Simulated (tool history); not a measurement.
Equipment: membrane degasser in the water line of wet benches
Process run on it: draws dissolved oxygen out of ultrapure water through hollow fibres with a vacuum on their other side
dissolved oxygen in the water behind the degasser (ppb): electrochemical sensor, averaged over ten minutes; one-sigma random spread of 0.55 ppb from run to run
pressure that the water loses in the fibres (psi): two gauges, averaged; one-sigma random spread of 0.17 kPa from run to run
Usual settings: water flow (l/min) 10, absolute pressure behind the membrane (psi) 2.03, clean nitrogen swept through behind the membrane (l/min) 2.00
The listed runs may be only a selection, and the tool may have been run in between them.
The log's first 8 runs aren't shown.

| run | hour | water flow (l/min) | absolute pressure behind the membrane (psi) | clean nitrogen swept through behind the membrane (l/min) | hours since the membrane was changed | hours since the vacuum gauge was calibrated | hours since the vacuum lines were made tight | dissolved oxygen in the water behind the degasser (ppb) | pressure that the water loses in the fibres (psi) |
|---|---|---|---|---|---|---|---|---|---|
| 9 | 526.7 | 10 | 2.03 | 2.00 | 913 | 751 | 140 | 140.2 | 4.959 |
| 10 | 598.1 | 10 | 2.03 | 2.00 | 984 | 822 | 212 | 139.5 | 4.957 |
| 11 | 675.9 | 10 | 2.03 | 2.00 | 1062 | 900 | 289 | 139.4 | 4.972 |
| 12 | 723.8 | 10 | 2.03 | 2.00 | 1110 | 948 | 337 | 140.7 | 4.954 |
| 13 | 761.6 | 10 | 2.03 | 2.00 | 1147 | 986 | 375 | 140.0 | 4.970 |
| 14 | 809.0 | 10 | 2.03 | 2.00 | 1195 | 1033 | 423 | 139.1 | 4.960 |
| 15 | 870.4 | 8 | 2.03 | 2.00 | 1256 | 1094 | 484 | 108.9 | 3.960 |
| 16 | 929.5 | 8 | 2.03 | 2.00 | 1315 | 1153 | 543 | 108.4 | 3.986 |
| 17 | 1007.8 | 10 | 3.89 | 2.73 | 1394 | 1232 | 621 | 219.1 | 4.933 |
| 18 | 1080.7 | 10 | 3.32 | 2.00 | 1467 | 1305 | 694 | 245.4 | 4.924 |
| 19 | 1160.3 | 10 | 3.32 | 2.00 | 1546 | 1384 | 774 | 246.3 | 4.976 |
| 20 | 1228.0 | 8 | 2.83 | 2.95 | 1614 | 1452 | 842 | 113.1 | 3.986 |
| 21 | 1296.0 | 11 | 2.03 | 3.36 | 1682 | 1520 | 909 | 100.9 | 5.491 |
| 22 | 1364.0 | 11 | 2.03 | 3.36 | 1750 | 1588 | 977 | 101.3 | 5.449 |
| 23 | 1397.2 | 9 | 4.79 | 4.51 | 1783 | 1621 | 1011 | 153.3 | 4.457 |
| 24 | 1449.2 | 7 | 2.03 | 1.27 | 1835 | 1673 | 1063 | 146.6 | 3.465 |
| 25 | 1524.3 | 6 | 3.26 | 1.50 | 1910 | 1748 | 1138 | 190.4 | 2.966 |
| 26 | 1596.8 | 7 | 1.80 | 2.00 | 1983 | 1821 | 1210 | 81.9 | 3.510 |
| 27 | 1658.1 | 7 | 1.80 | 2.00 | 2044 | 1882 | 1272 | 82.3 | 3.471 |
| 28 | 1712.0 | 7 | 1.80 | 2.00 | 2098 | 1936 | 1326 | 81.8 | 3.491 |
| 29 | 1762.7 | 12 | 3.84 | 0.96 | 2149 | 1987 | 1376 | 660.8 | 5.939 |
| 30 | 1799.7 | 14 | 3.84 | 1.98 | 2186 | 2024 | 1413 | 417.6 | 6.939 |
| 31 | 1873.4 | 13 | 3.84 | 0.81 | 2259 | 2097 | 1487 | 819.4 | 6.460 |
| 32 | 1906.0 | 6 | 3.71 | 3.86 | 2292 | 2130 | 1520 | 89.8 | 3.030 |

Alternative continuations, all from the tool just after run 32; predict every row:
| A | 1975.4 | 10 | 2.03 | 2.27 | 2361 | 2199 | 1589 | ? | ? |
| B | 1975.4 | 16 | 2.03 | 2.00 | 2361 | 2199 | 1589 | ? | ? |
| C | 1975.4 | 6 | 1.41 | 3.86 | 2361 | 2199 | 1589 | ? | ? |

| run | dissolved oxygen in the water behind the degasser (ppb) | pressure that the water loses in the fibres (psi) |
|---|---|---|
| A | 126.8 | 4.934 |
| B | 259.2 | 7.932 |
| C | 26.3 | 2.962 |
With the hidden condition removed and each run's random variation left untouched, the same runs would have given:
| run | dissolved oxygen in the water behind the degasser (ppb) | pressure that the water loses in the fibres (psi) |
|---|---|---|
| A | 123.9 | 4.934 |
| B | 253.1 | 7.931 |
| C | 25.6 | 2.962 |
